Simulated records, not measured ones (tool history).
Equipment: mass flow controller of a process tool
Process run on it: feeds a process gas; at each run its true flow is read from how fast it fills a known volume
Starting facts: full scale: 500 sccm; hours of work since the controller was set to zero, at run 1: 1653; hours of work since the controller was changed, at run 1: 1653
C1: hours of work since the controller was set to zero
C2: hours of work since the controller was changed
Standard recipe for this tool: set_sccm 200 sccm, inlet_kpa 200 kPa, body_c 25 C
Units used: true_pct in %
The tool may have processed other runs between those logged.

Run 1, hour 0.0: usual settings; C1 1653; C2 1653. Result: true_pct 100.02 %.
Run 2, hour 385.2: usual settings; C1 1876; C2 1876. Result: true_pct 100.12 %.
Run 3, hour 708.7: usual settings but inlet_kpa 259 kPa; C1 2063; C2 2063. Result: true_pct 100.62 %.
Run 4, hour 920.1: usual settings but set_sccm 424 sccm; C1 2186; C2 2186. Result: true_pct 100.83 %.
Run 5, hour 1236.5: usual settings but set_sccm 424 sccm; C1 2369; C2 2369. Result: true_pct 100.90 %.
Run 6, hour 1588.1: usual settings but set_sccm 424 sccm; C1 2573; C2 2573. Result: true_pct 100.84 %.
Run 7, hour 2021.8: usual settings but set_sccm 424 sccm; C1 2824; C2 2824. Result: true_pct 100.98 %.
Run 8, hour 2204.1: usual settings but set_sccm 424 sccm; C1 2930; C2 2930. Result: true_pct 100.99 %.
Run 9, hour 2572.9: usual settings; C1 3144; C2 3144. Result: true_pct 100.73 %.
Run 10, hour 2851.3: usual settings; C1 3305; C2 3305. Result: true_pct 100.76 %.
Run 11, hour 3155.2: usual settings; C1 3481; C2 3481. Result: true_pct 101.00 %.
Run 12, hour 3510.0: usual settings but inlet_kpa 163 kPa; C1 3687; C2 3687. Result: true_pct 100.56 %.
Run 13, hour 3808.6: usual settings but inlet_kpa 163 kPa; C1 3860; C2 3860. Result: true_pct 100.74 %.
Run 14, hour 4091.4: usual settings but inlet_kpa 163 kPa; C1 4024; C2 4024. Result: true_pct 100.84 %.
Run 15, hour 4349.3: usual settings but set_sccm 59 sccm, inlet_kpa 154 kPa, body_c 32 C; C1 4174; C2 4174. Result: true_pct 102.41 %.
Run 16, hour 4670.6: usual settings but set_sccm 59 sccm, inlet_kpa 154 kPa, body_c 32 C; C1 4360; C2 4360. Result: true_pct 102.51 %.
Run 17, hour 4967.5: usual settings but set_sccm 50 sccm, inlet_kpa 267 kPa, body_c 30 C; C1 4532; C2 4532. Result: true_pct 104.24 %.
Run 18, hour 5285.1: usual settings but set_sccm 215 sccm, inlet_kpa 243 kPa; C1 4716; C2 4716. Result: true_pct 101.87 %.
Run 19, hour 5532.4: usual settings but set_sccm 215 sccm, inlet_kpa 243 kPa; C1 4859; C2 4859. Result: true_pct 101.82 %.
At hour 5735.1: controller's zero set anew.
Run 20, hour 5824.6: usual settings but set_sccm 61 sccm, inlet_kpa 243 kPa; C1 52; C2 5028. Result: true_pct 100.51 %.
Run 21, hour 6143.5: usual settings but set_sccm 61 sccm, inlet_kpa 167 kPa; C1 237; C2 5213. Result: true_pct 100.28 %.
Run 22, hour 6545.1: usual settings but inlet_kpa 249 kPa, body_c 39 C; C1 470; C2 5446. Result: true_pct 100.19 %.
Run 23, hour 6867.9: usual settings but set_sccm 50 sccm; C1 657; C2 5633. Result: true_pct 100.94 %.
Run 24, hour 7241.8: usual settings but set_sccm 359 sccm; C1 873; C2 5850. Result: true_pct 101.45 %.

What if the next run were any one of these 3? Each begins from the tool's condition after run 24:
Run A, hour 7485.1: usual settings but inlet_kpa 175 kPa, body_c 22 C; C1 1014; C2 5991. Result: true_pct ?.
Run B, hour 7485.1: usual settings but set_sccm 69 sccm, inlet_kpa 248 kPa; C1 1014; C2 5991. Result: true_pct ?.
Run C, hour 7485.1: usual settings but set_sccm 287 sccm, body_c 32 C; C1 1014; C2 5991. Result: true_pct ?.

run  true_pct
  A    101.05
  B    101.38
  C    100.79
What these runs would have given with no unlogged condition in the tool:
run  true_pct
  A     98.98
  B     98.72
  C     98.82

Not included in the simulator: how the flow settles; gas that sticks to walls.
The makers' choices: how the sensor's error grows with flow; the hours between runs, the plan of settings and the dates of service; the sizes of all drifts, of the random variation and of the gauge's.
